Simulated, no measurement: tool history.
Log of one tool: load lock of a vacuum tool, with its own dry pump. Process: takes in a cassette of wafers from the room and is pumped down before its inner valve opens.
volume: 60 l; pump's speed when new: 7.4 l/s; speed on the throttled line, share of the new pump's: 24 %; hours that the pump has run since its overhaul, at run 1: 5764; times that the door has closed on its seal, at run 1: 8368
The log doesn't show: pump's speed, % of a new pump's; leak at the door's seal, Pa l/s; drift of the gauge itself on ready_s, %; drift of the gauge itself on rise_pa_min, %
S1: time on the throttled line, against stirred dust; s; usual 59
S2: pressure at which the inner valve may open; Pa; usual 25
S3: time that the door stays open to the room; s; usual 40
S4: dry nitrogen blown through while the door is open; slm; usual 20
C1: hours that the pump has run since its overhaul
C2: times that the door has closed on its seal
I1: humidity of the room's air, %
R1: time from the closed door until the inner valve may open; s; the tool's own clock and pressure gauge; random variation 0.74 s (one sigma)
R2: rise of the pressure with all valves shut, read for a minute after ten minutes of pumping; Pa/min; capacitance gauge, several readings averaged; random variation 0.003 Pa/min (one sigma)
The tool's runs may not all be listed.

{"run": 1, "hour": 0.0, "S1": 59, "S2": 25, "S3": 40, "S4": 20, "C1": 5764, "C2": 8368, "I1": 46, "R1": 111.2, "R2": 0.029}
{"run": 2, "hour": 99.2, "S1": 34, "S2": 25, "S3": 40, "S4": 20, "C1": 5863, "C2": 8830, "I1": 47.1, "R1": 93.2, "R2": 0.024}
{"run": 3, "hour": 191.6, "S1": 59, "S2": 25, "S3": 40, "S4": 20, "C1": 5956, "C2": 9260, "I1": 43, "R1": 113.1, "R2": 0.024}
{"run": 4, "hour": 324.1, "S1": 59, "S2": 25, "S3": 40, "S4": 20, "C1": 6088, "C2": 9877, "I1": 47.4, "R1": 111.6, "R2": 0.029}
{"run": 5, "hour": 420.4, "S1": 59, "S2": 25, "S3": 40, "S4": 6, "C1": 6185, "C2": 10326, "I1": 46.2, "R1": 111.8, "R2": 0.044}
{"run": 6, "hour": 546.9, "S1": 59, "S2": 25, "S3": 40, "S4": 6, "C1": 6311, "C2": 10915, "I1": 43, "R1": 111.1, "R2": 0.037}
{"run": 7, "hour": 676.2, "S1": 73, "S2": 25, "S3": 40, "S4": 6, "C1": 6440, "C2": 11518, "I1": 44.2, "R1": 123.6, "R2": 0.034}
{"run": 8, "hour": 779.5, "S1": 73, "S2": 25, "S3": 46, "S4": 36, "C1": 6544, "C2": 11999, "I1": 44.7, "R1": 122.5, "R2": 0.02}
{"run": 9, "hour": 855.9, "S1": 59, "S2": 28, "S3": 181, "S4": 20, "C1": 6620, "C2": 12355, "I1": 44.1, "R1": 111.5, "R2": 0.054}

Run 10 comes next. What will it give?
{"run": 10, "hour": 945.9, "S1": 59, "S2": 28, "S3": 181, "S4": 20, "C1": 6710, "C2": 12775, "I1": 43.2, "R1": "?", "R2": "?"}

R1: 112 s
R2: 0.05 Pa/min
Without the tool's hidden state the same run would have given R1 112 s, R2 0.05 Pa/min.

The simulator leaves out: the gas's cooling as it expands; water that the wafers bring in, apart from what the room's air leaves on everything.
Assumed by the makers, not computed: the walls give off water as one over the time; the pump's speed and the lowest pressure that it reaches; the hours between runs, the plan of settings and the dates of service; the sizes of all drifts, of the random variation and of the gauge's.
